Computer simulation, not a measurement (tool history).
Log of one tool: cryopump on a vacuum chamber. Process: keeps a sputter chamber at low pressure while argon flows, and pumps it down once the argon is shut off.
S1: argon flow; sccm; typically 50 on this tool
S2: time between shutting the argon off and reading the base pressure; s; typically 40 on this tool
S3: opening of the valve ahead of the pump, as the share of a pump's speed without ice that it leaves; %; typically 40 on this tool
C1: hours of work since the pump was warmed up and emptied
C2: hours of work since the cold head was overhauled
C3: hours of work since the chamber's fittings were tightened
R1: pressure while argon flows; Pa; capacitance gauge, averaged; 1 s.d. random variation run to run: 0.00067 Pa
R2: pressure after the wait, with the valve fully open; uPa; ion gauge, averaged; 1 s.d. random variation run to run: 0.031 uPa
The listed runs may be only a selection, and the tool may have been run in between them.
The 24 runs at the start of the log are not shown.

| run | hour | S1 | S2 | S3 | C1 | C2 | C3 | R1 | R2 |
|---|---|---|---|---|---|---|---|---|---|
| 25 | 2170.8 | 42 | 148 | 35 | 102 | 2274 | 1148 | 0.1077 | 0.9 |
| 26 | 2266.6 | 89 | 187 | 35 | 164 | 2337 | 1210 | 0.2296 | 0.86 |
| 27 | 2339.9 | 24 | 71 | 40 | 212 | 2384 | 1258 | 0.0538 | 1.37 |
| 28 | 2410.7 | 24 | 71 | 40 | 258 | 2430 | 1304 | 0.0545 | 1.38 |
| 29 | 2509 | 24 | 71 | 40 | 322 | 2494 | 1368 | 0.055 | 1.46 |
| 30 | 2577.3 | 24 | 71 | 40 | 366 | 2539 | 1412 | 0.0556 | 1.42 |
| 31 | 2698.5 | 42 | 40 | 33 | 445 | 2617 | 1491 | 0.1171 | 2.04 |
| 32 | 2777.9 | 42 | 36 | 18 | 496 | 2669 | 1543 | 0.2144 | 2.23 |
| 33 | 2844.2 | 42 | 36 | 18 | 539 | 2712 | 1586 | 0.2123 | 2.32 |
| 34 | 2943.6 | 74 | 40 | 15 | 604 | 2777 | 1650 | 0.4482 | 2.26 |
| 35 | 3044.9 | 38 | 40 | 40 | 670 | 2842 | 1716 | 0.0918 | 2.23 |

Branching from run 35: 3 alternative next runs. What would each branch give?
| A | 3160.4 | 38 | 73 | 28 | 745 | 2917 | 1791 | ? | ? |
| B | 3160.4 | 21 | 20 | 15 | 745 | 2917 | 1791 | ? | ? |
| C | 3160.4 | 38 | 40 | 15 | 745 | 2917 | 1791 | ? | ? |

| run | R1 | R2 |
|---|---|---|
| A | 0.1272 | 1.68 |
| B | 0.1278 | 3.65 |
| C | 0.2348 | 2.28 |
With the hidden condition removed and each run's random variation left untouched, the same runs would have given:
| run | R1 | R2 |
|---|---|---|
| A | 0.1183 | 0.94 |
| B | 0.1228 | 2.94 |
| C | 0.2257 | 1.55 |

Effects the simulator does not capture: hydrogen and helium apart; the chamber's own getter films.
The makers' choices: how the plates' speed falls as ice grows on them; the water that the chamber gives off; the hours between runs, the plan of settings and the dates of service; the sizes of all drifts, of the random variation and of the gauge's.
